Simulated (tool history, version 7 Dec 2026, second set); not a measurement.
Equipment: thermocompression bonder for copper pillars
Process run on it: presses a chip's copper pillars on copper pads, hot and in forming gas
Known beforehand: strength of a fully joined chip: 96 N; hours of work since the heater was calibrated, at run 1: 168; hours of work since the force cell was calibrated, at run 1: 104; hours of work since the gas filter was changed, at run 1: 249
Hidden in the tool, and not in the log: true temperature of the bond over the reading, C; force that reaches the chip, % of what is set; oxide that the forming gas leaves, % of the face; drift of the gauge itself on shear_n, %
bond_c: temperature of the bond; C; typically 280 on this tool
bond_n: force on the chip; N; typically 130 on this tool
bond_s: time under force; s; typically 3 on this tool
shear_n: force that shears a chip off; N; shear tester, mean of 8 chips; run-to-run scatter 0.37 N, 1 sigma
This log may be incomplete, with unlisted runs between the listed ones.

run   hour  bond_c  bond_n  bond_s  hours of work since the heater was calibrated  hours of work since the force cell was calibrated  hours of work since the gas filter was changed  shear_n
  1      0     280     130       3                                            168                                                104                                             249     34.3
  2      8     280      88       3                                            171                                                108                                             252       24
  3   17.7     280      88       3                                            175                                                112                                             257     23.3
  4   23.8     280      88       3                                            178                                                114                                             259     23.9
  5   32.4     280     130       3                                            181                                                118                                             263     34.2
  6   41.4     280     130       3                                            185                                                122                                             267     34.6
  7   50.1     280     130       3                                            189                                                126                                             270     34.7
  8     59     303     130       3                                            193                                                129                                             274     43.7
  9   66.6     280     130       6                                            196                                                133                                             277     44.2
 10   74.6     280     130       3                                            199                                                136                                             281     34.4
 11   80.5     280     130       3                                            202                                                138                                             283     34.7
 12   88.6     280     130       7                                            205                                                142                                             287     46.7
 13   93.1     280     130       3                                            207                                                144                                             289       34
 14  102.2     280     130       3                                            211                                                148                                             292     34.8
     107.8  -- forming gas filter changed
 15  111.1     282     130       3                                            215                                                151                                               1     37.3
 16  120.5     282     130       3                                            219                                                155                                               5     36.3
 17    125     280     130       2                                            221                                                157                                               7     30.7
 18  131.2     280     130       2                                            223                                                160                                              10     31.3
 19  139.6     280     130       2                                            227                                                163                                              14     30.8
 20    148     280     130       2                                            230                                                167                                              17     30.7
 21  155.8     253     130       2                                            234                                                170                                              20     20.8
 22  163.4     253     130       2                                            237                                                173                                              24     21.6
 23  170.2     255      82       3                                            240                                                176                                              26     15.8
 24  180.1     291     191       6                                            244                                                181                                              31     66.4
 25    188     291     191       6                                            247                                                184                                              34     66.9
 26  194.7     309     135       4                                            250                                                187                                              37     54.9
 27  202.1     261      98       3                                            253                                                190                                              40     21.2
 28    211     301     151       3                                            257                                                194                                              44     50.3
 29  220.9     299     175       3                                            261                                                198                                              48     54.7
 30  225.2     304     130       3                                            263                                                200                                              50     46.5
 31  234.1     304     130       3                                            267                                                203                                              54     46.7
 32  244.1     251      80       4                                            271                                                208                                              58     17.4
 33    250     273     178       2                                            274                                                210                                              60     36.4
 34  255.4     265     130       3                                            276                                                213                                              63     29.3
 35  265.6     265     130       3                                            280                                                217                                              67     29.7
 36  273.3     252     130       3                                            284                                                220                                              70     25.1
 37  282.3     284     109       4                                            287                                                224                                              74     36.6
 38  289.9     260     156       3                                            291                                                227                                              77     32.6
 39  299.1     289     122       7                                            295                                                231                                              81     51.4
 40  303.9     289     122       9                                            297                                                233                                              83     55.8

Branching from run 40: 4 alternative next runs. What would each branch give?
  A  309.6     280     130       2                                            299                                                236                                              86        ?
  B  309.6     266     122       9                                            299                                                236                                              86        ?
  C  309.6     293     112       5                                            299                                                236                                              86        ?
  D  309.6     262     130       8                                            299                                                236                                              86        ?

run  shear_n
  A     30.9
  B     43.2
  C     44.2
  D     42.2
The same runs, with their run-to-run variation unchanged, on a tool lacking any hidden condition would have given:
run  shear_n
  A     30.6
  B     42.9
  C     44.1
  D     41.9
